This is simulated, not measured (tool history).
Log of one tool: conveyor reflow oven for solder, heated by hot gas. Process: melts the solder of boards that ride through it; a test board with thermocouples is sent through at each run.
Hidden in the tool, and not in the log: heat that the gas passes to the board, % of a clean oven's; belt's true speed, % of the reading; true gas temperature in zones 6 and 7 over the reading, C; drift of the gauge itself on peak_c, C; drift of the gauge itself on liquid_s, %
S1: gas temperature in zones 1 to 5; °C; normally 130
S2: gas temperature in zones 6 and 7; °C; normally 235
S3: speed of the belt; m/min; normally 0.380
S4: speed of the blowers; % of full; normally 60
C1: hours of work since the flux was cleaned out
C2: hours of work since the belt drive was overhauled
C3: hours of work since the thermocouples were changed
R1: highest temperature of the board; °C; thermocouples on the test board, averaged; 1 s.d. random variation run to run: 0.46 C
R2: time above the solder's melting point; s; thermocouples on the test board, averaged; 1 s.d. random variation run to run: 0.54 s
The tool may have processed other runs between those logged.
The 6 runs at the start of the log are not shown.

run	hour	S1	S2	S3	S4	C1	C2	C3	R1	R2
7	290.6	130	235	0.330	60	246	831	144	221.3	84.6
8	340.6	130	235	0.380	51	272	857	170	214.7	65.5
# hour 376.6: belt drive overhauled, speed set with a stopwatch
9	376.6	130	235	0.380	82	289	0	187	219.4	72.1
10	438.0	130	235	0.380	82	321	32	219	219.1	72.7
# hour 473.6: belt drive overhauled, speed set with a stopwatch, once more
11	495.8	130	249	0.380	60	349	12	247	226.8	75.3
12	530.3	123	235	0.380	60	367	30	265	213.6	61.4
13	581.1	130	235	0.380	60	393	56	292	214.1	64.9
14	640.0	130	235	0.380	60	424	87	322	214.4	63.6
15	687.5	130	235	0.380	60	449	112	347	214.3	63.3
16	741.1	130	235	0.388	83	477	140	375	215.9	65.4
# hour 751.3: flux residue cleaned out of gas plates and filters
17	795.6	123	247	0.353	79	23	166	401	231.8	84.9
18	822.9	129	237	0.351	85	37	180	415	225.0	81.2
19	858.3	128	246	0.380	68	56	198	434	227.4	77.3
20	916.4	128	246	0.380	68	86	229	464	227.2	76.3
21	972.1	128	246	0.380	68	115	258	493	226.8	76.4
22	1032.6	128	246	0.380	68	147	289	525	226.2	75.5
23	1066.7	128	245	0.380	50	165	307	543	222.4	71.3

For run 24, what comes out?
24	1107.0	128	245	0.380	50	186	328	564	?	?

Run 24 yielded R1 221.9 °C, R2 71.7 s.
Had the tool carried no hidden state, the very same run would have given R1 225.0 °C, R2 73.9 s.

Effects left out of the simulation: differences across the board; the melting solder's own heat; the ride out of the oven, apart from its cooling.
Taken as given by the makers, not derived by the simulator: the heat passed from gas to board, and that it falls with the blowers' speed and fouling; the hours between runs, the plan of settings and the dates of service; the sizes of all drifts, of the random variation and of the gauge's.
